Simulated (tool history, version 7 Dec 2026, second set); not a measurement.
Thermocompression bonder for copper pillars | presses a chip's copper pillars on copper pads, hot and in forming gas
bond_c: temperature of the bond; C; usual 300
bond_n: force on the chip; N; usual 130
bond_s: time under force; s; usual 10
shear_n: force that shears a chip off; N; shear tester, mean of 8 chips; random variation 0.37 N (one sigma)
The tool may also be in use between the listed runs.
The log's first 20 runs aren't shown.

run,hour,bond_c,bond_n,bond_s,shear_n
21,475.6,281,90,8,42.8
22,495.6,281,90,8,42.1
23,519.9,290,171,25,102
24,546.7,300,171,8,89.9
25,572.3,283,130,27,86.4
26,603,283,130,27,86.1
27,620.5,300,120,8,71.3
28,648.2,297,93,10,59.3
29,678.8,324,93,27,97.2
30,712,324,93,27,96.8
31,736.6,274,130,10,58.5
32,757.2,308,194,10,102.3
# hour 762.5: forming gas filter changed
33,787,281,85,22,60.4
34,803,309,84,21,82.2
35,831.9,309,84,21,81.5

Forecast each of these 5 alternatives for the next run:
A,855.8,312,85,26,?
B,855.8,309,116,21,?
C,855.8,300,139,7,?
D,855.8,299,110,12,?
E,855.8,276,124,10,?

run,shear_n
A,88.9
B,97.6
C,79.9
D,77.3
E,60.6
Without the tool's hidden state the same runs would have given:
run,shear_n
A,90.6
B,99.2
C,81.5
D,78.9
E,61.9
